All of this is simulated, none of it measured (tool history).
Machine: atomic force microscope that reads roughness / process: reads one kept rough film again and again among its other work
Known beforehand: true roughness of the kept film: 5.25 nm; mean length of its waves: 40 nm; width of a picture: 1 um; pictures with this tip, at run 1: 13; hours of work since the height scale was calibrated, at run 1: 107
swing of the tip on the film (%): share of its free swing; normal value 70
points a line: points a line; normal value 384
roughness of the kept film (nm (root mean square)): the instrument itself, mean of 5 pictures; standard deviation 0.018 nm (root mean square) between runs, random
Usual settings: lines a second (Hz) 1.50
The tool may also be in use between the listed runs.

run   hour  lines a second (Hz)  swing of the tip on the film (%)  points a line  pictures with this tip  hours of work since the height scale was calibrated  roughness of the kept film (nm (root mean square))
  1    0.0                 1.50                                70            384                      13                                                  107                                               4.321
  2    8.4                 1.50                                70            384                      20                                                  111                                               4.225
  3   16.9                 1.50                                70            384                      28                                                  116                                               4.218
  4   23.4                 1.50                                70            384                      33                                                  119                                               4.164
  5   30.3                 1.50                                73            384                      40                                                  123                                               4.040
  6   37.4                 1.50                                70            384                      46                                                  127                                               4.080
  7   46.9                 1.50                                70            384                      54                                                  132                                               4.025
  8   54.9                 1.50                                70            384                      61                                                  136                                               3.938
  9   62.4                 1.50                                70            384                      68                                                  140                                               3.913
 10   71.6                 1.50                                70            384                      76                                                  145                                               3.833
 11   77.5                 1.50                                70            384                      81                                                  148                                               3.827
 12   84.5                 2.64                                70            384                      87                                                  151                                               3.604
 13   89.3                 1.06                                70            384                      92                                                  154                                               3.864
 14   94.4                 1.06                                70            384                      96                                                  157                                               3.807
 15  102.7                 0.87                                66            264                     103                                                  161                                               3.847
 16  112.2                 1.71                                73            336                     112                                                  166                                               3.567
 17  117.4                 2.38                                73            336                     116                                                  169                                               3.427
 18  125.5                 3.33                                70            384                     123                                                  173                                               3.336
     128.9  -- new tip fitted
 19  132.5                 3.33                                70            384                       3                                                  176                                               4.110
 20  137.4                 2.68                                70            384                       7                                                  179                                               4.165
 21  144.4                 2.68                                70            384                      14                                                  183                                               4.129
 22  152.8                 2.68                                70            414                      21                                                  187                                               4.085
 23  160.7                 2.68                                70            414                      28                                                  191                                               4.010
 24  168.3                 2.68                                71            414                      35                                                  195                                               3.948
 25  174.7                 2.26                                89            679                      40                                                  199                                               3.487
 26  180.5                 2.26                                89            679                      45                                                  202                                               3.456
 27  185.8                 1.50                                80            384                      50                                                  205                                               3.877
 28  190.5                 1.50                                80            384                      54                                                  207                                               3.875

Forecast each of these 4 alternatives for the next run:
  A  198.7                 2.15                                56            591                      62                                                  211                                                   ?
  B  198.7                 1.50                                70            717                      62                                                  211                                                   ?
  C  198.7                 1.43                                56            960                      62                                                  211                                                   ?
  D  198.7                 1.96                                64            427                      62                                                  211                                                   ?

run  roughness of the kept film (nm (root mean square))
  A                                               4.131
  B                                               3.999
  C                                               4.221
  D                                               3.998
Take away the tool's hidden state, keep each run's random variation, and the runs would have read:
run  roughness of the kept film (nm (root mean square))
  A                                               4.645
  B                                               4.497
  C                                               4.746
  D                                               4.495
